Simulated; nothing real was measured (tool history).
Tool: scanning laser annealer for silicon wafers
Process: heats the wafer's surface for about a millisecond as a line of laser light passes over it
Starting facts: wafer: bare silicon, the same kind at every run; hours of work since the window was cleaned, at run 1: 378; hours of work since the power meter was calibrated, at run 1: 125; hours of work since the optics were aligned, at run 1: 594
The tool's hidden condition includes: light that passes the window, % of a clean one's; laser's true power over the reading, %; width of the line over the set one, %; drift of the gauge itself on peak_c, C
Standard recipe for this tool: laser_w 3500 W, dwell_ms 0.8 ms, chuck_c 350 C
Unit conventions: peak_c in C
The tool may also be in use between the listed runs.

run,hour,laser_w,dwell_ms,chuck_c,hours of work since the window was cleaned,hours of work since the power meter was calibrated,hours of work since the optics were aligned,peak_c
1,0,3500,0.8,350,378,125,594,1191
2,48.8,3500,0.8,350,399,146,615,1190
3,92.7,3500,0.8,350,418,165,634,1190
4,125.2,3500,0.8,350,432,179,648,1193
5,155.6,3500,0.8,350,445,192,662,1192
6,197.6,3500,0.8,350,463,211,680,1192
7,234.4,3654,0.8,350,479,227,696,1235
8,274.7,3644,0.8,350,496,244,713,1228
9,320.2,3644,0.8,350,516,264,733,1228
10,362.4,3644,0.8,350,534,282,751,1231
11,415.9,3644,0.8,350,558,305,774,1228
12,449.4,3560,0.8,350,572,320,789,1209
13,490.1,3500,0.8,350,590,337,806,1194
14,513,3500,0.615,350,600,347,816,1078
15,546.2,3500,0.615,350,614,362,831,1076
16,570.3,3500,0.8,350,624,372,841,1192
17,622.3,3500,0.8,350,647,394,864,1196
18,665.1,3500,0.8,350,666,413,882,1192
19,716.8,3500,0.8,350,688,435,904,1189
# hour 730.3: window over the wafer cleaned
20,743.2,3500,0.8,350,6,446,915,1194
21,795,3686,0.676,350,28,468,937,1163
22,820,3524,0.703,350,39,479,948,1137
23,846.7,3524,0.86,338,50,491,960,1226
24,886.9,3524,0.86,338,68,508,977,1225
25,940.3,3524,0.86,338,91,531,1000,1221
26,993.9,3524,0.64,338,114,554,1024,1086
27,1022.8,3500,0.684,350,127,567,1036,1121
28,1066.4,3500,0.684,366,146,586,1055,1141
29,1091.1,3197,0.963,350,156,597,1066,1200
30,1135.3,2993,0.868,310,175,616,1085,1056
31,1162.5,2993,0.868,310,187,627,1097,1056
32,1187.3,3500,0.564,320,198,638,1107,1013
33,1216.4,3117,0.675,373,210,651,1120,1048
34,1269.9,3500,0.8,317,234,674,1143,1161
35,1294.9,3479,0.567,383,244,685,1154,1070
36,1333.1,3823,0.8,350,261,701,1170,1275
37,1366.6,3068,0.8,350,276,716,1185,1079
38,1390.4,3068,0.8,350,286,726,1195,1084
39,1423.1,3001,0.725,314,300,740,1209,991
# hour 1458: optics aligned, line set to its width
40,1468.3,3175,0.573,314,317,758,4,944

Forecast each of these 5 alternatives for the next run:
A,1520.5,3784,0.573,314,340,780,27,?
B,1520.5,3500,0.569,315,340,780,27,?
C,1520.5,3305,0.835,350,340,780,27,?
D,1520.5,3175,0.585,314,340,780,27,?
E,1520.5,3175,0.573,315,340,780,27,?

run,peak_c
A,1070
B,1010
C,1160
D,949
E,945
With the hidden condition removed and each run's random variation left untouched, the same runs would have given:
run,peak_c
A,1071
B,1010
C,1160
D,950
E,945
